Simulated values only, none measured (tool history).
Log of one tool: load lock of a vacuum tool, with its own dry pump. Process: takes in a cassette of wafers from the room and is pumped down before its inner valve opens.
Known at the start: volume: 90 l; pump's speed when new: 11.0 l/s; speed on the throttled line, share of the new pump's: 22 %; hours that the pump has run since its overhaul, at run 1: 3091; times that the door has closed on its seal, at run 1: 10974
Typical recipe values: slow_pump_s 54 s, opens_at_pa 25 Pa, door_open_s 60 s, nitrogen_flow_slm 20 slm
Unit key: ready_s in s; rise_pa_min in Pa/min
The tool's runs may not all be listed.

run,hour,slow_pump_s,opens_at_pa,door_open_s,nitrogen_flow_slm,hours that the pump has run since its overhaul,times that the door has closed on its seal,"incoming humidity of the room's air, %",ready_s,rise_pa_min
1,0,54,25,60,20,3091,10974,47.6,111.7,0.026
2,51.8,54,25,239,20,3143,11079,47.3,112.1,0.037
3,121.7,54,25,239,20,3213,11222,47.9,111.8,0.041
4,185.9,54,25,239,20,3277,11352,42.8,111.1,0.039
5,268.9,54,25,60,20,3360,11522,43.4,112.6,0.035
6,353.5,54,25,60,20,3445,11694,46,112.2,0.028
7,418.6,54,25,60,6,3510,11826,45.7,111.9,0.044
8,497.4,54,25,60,20,3589,11987,42.1,112.3,0.028
9,568.8,54,25,60,20,3660,12132,45.9,111.6,0.035
10,658.3,54,25,60,22,3750,12315,48.1,113.5,0.032
11,719.9,54,25,60,20,3811,12440,46.9,111.9,0.035
12,795.2,54,25,60,20,3886,12593,45.6,113,0.038
13,891.6,54,25,60,20,3983,12790,47.1,111.5,0.034
14,1001.2,54,25,60,20,4092,13013,46.9,111.6,0.028
15,1081.7,54,25,60,20,4173,13177,43,112,0.035
16,1136.6,54,25,60,20,4228,13289,46.1,112.5,0.033
17,1204.1,54,25,60,20,4295,13426,46.9,112.7,0.029
18,1310.9,54,25,60,20,4402,13644,44.7,111.6,0.033
19,1400.6,54,25,44,20,4492,13826,45.5,113.3,0.033

Forecast run 20:
20,1453.7,54,25,49,20,4545,13935,49.2,?,?

Run 20 produced ready_s 112.8 s, rise_pa_min 0.035 Pa/min.
With the hidden condition absent and the run-to-run variation left alone, this run would have shown ready_s 110.2 s, rise_pa_min 0.021 Pa/min.

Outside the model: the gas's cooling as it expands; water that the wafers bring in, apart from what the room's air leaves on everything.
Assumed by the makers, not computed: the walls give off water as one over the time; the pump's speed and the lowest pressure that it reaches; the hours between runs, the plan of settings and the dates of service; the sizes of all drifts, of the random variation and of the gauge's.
